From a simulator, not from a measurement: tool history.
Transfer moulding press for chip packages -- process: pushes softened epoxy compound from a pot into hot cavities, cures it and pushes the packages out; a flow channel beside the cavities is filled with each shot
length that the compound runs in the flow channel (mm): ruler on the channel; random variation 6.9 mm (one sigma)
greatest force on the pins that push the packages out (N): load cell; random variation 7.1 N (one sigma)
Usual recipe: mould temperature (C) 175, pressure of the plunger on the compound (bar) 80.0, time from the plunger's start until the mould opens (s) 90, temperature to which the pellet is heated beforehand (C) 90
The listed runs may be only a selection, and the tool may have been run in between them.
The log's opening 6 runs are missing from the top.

run,hour,mould temperature (C),pressure of the plunger on the compound (bar),time from the plunger's start until the mould opens (s),temperature to which the pellet is heated beforehand (C),hours of work since the mould's thermocouples were calibrated,shots since the plunger's rings were changed,shots since the cavities were cleaned,incoming compound's hours out of the cold store,length that the compound runs in the flow channel (mm),greatest force on the pins that push the packages out (N)
# hour 68.7: cavities cleaned with cleaning compound and waxed
7,69.9,175,80.0,90,90,85,1922,11,17.0,942,321
8,80.8,175,80.0,90,90,90,2023,112,46.3,810,345
# hour 84.1: mould's thermocouples calibrated
9,91.8,175,80.0,90,90,4,2107,196,10.5,962,429
10,103.9,175,80.0,90,90,9,2218,307,12.4,967,474
11,111.8,175,80.0,90,90,13,2292,381,38.0,840,459
# hour 124.9: mould's thermocouples calibrated, once more
12,128.2,175,80.0,111,90,2,2425,514,41.1,823,425
13,142.6,175,80.0,90,90,8,2559,648,9.4,967,527
14,148.9,175,80.0,90,90,11,2617,706,45.2,798,509
15,160.5,175,80.0,90,90,16,2725,814,43.4,814,494
16,172.1,175,60.7,90,96,21,2833,922,43.4,700,524
# hour 179.9: cavities cleaned with cleaning compound and waxed
17,180.9,175,94.4,90,100,25,2901,10,32.5,921,288
18,189.9,175,94.4,90,100,29,2984,93,41.9,871,346
19,198.7,175,92.7,90,100,33,3065,174,28.2,926,375
20,209.7,183,84.6,90,100,38,3167,276,32.1,845,356
21,222.8,167,93.2,90,90,44,3288,397,39.1,925,780
22,235.8,167,93.2,90,90,50,3409,518,37.9,935,862
23,242.0,173,78.0,82,85,52,3467,576,10.1,950,760
24,254.2,173,99.1,82,90,58,3580,689,33.7,947,692
25,268.1,173,99.1,82,90,64,3709,818,44.0,898,685
26,275.2,181,80.0,90,90,68,3775,884,25.8,836,441
# hour 287.3: cavities cleaned with cleaning compound and waxed
27,288.2,172,69.9,77,85,73,3882,9,8.8,895,587
28,300.5,174,64.0,90,92,78,3996,123,33.9,759,392
29,314.0,178,80.0,74,89,84,4121,248,23.4,862,526
30,324.2,178,80.0,74,89,89,4216,343,11.2,914,600

Below are 3 alternative next runs, each starting from the tool's condition after run 30. Predict each:
A,334.4,181,60.0,72,90,94,4310,437,24.2,?,?
B,334.4,175,80.1,98,89,94,4310,437,10.0,?,?
C,334.4,178,80.0,84,87,94,4310,437,24.3,?,?

run,length that the compound runs in the flow channel (mm),greatest force on the pins that push the packages out (N)
A,734,527
B,935,450
C,867,466
Stripped of hidden state, with their random variation kept, the same runs would have yielded:
run,length that the compound runs in the flow channel (mm),greatest force on the pins that push the packages out (N)
A,787,321
B,1003,276
C,929,283
